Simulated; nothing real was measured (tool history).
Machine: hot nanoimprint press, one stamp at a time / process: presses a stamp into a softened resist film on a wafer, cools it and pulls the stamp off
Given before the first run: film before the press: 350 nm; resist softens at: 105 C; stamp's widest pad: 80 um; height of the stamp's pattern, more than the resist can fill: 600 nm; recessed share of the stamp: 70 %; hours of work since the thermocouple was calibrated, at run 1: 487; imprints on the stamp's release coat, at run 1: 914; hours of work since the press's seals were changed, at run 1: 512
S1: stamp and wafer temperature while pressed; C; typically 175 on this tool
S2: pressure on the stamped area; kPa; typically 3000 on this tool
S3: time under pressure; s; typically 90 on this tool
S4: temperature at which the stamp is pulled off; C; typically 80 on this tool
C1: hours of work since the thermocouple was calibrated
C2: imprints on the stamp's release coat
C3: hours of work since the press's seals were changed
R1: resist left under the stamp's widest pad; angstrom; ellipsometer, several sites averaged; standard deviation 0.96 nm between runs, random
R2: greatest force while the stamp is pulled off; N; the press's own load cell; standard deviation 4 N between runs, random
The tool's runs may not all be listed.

run,day,S1,S2,S3,S4,C1,C2,C3,R1,R2
1,0,175,3000,90,80,487,914,512,1812,194
2,0.496,175,1810,90,80,493,942,518,2252,197
3,1.475,175,3000,90,80,505,997,529,1825,196
4,2.425,175,3000,90,80,516,1050,541,1814,192
5,2.938,175,3000,90,80,522,1079,547,1834,193
6,3.808,175,3000,90,80,532,1128,557,1814,199
7,4.383,175,3000,90,80,539,1160,564,1828,199
8,5.142,175,3000,90,80,548,1202,573,1813,196
9,5.792,183,3000,90,80,555,1239,580,1407,196
10,6.912,175,4800,90,80,569,1301,593,1445,206
# day 7.233: plate thermocouple calibrated
11,7.533,175,4800,100,80,4,1329,599,1396,199
# day 8.354: stamp cleaned and given a new release coat
12,8.704,175,3000,90,73,14,20,610,1851,233
13,9.817,175,3000,90,73,27,82,623,1855,233
14,10.392,175,3000,90,73,34,114,630,1859,223
15,11.442,175,3000,90,73,47,173,642,1865,227
16,12.104,175,3000,90,73,54,210,650,1854,232
17,12.733,183,3000,112,75,62,246,658,1313,223
# day 13.067: gauge calibrated
18,13.883,174,4750,90,80,75,310,671,1496,196
19,14.85,175,4650,93,66,87,364,682,1442,264
20,15.75,170,2500,92,85,97,415,693,2270,168
21,16.583,166,2500,92,85,107,461,703,2546,165
22,17.546,176,3000,50,80,119,515,714,2128,202
23,18.462,167,2570,95,65,129,567,725,2434,276
24,19.433,176,2570,117,65,141,621,737,1772,269
25,19.917,175,2660,90,80,147,648,742,1951,195
26,20.917,179,3850,90,68,158,704,754,1424,273
27,21.425,175,2690,87,84,164,733,760,1939,181
28,22.308,175,2690,87,84,175,782,770,1960,171
29,23.462,180,3000,90,80,188,847,784,1557,192

5 options for the next run, each taken on its own from the tool as it stands now. Forecast them:
A,24.133,172,3000,73,71,196,884,792,?,?
B,24.133,180,1890,90,81,196,884,792,?,?
C,24.133,175,1970,98,82,196,884,792,?,?
D,24.133,175,3000,90,68,196,884,792,?,?
E,24.133,175,3000,90,82,196,884,792,?,?

run,R1,R2
A,2182,242
B,1965,198
C,2175,191
D,1841,260
E,1850,181
Take away the tool's hidden state, keep each run's random variation, and the runs would have read:
run,R1,R2
A,2131,239
B,1919,196
C,2124,189
D,1797,257
E,1806,179

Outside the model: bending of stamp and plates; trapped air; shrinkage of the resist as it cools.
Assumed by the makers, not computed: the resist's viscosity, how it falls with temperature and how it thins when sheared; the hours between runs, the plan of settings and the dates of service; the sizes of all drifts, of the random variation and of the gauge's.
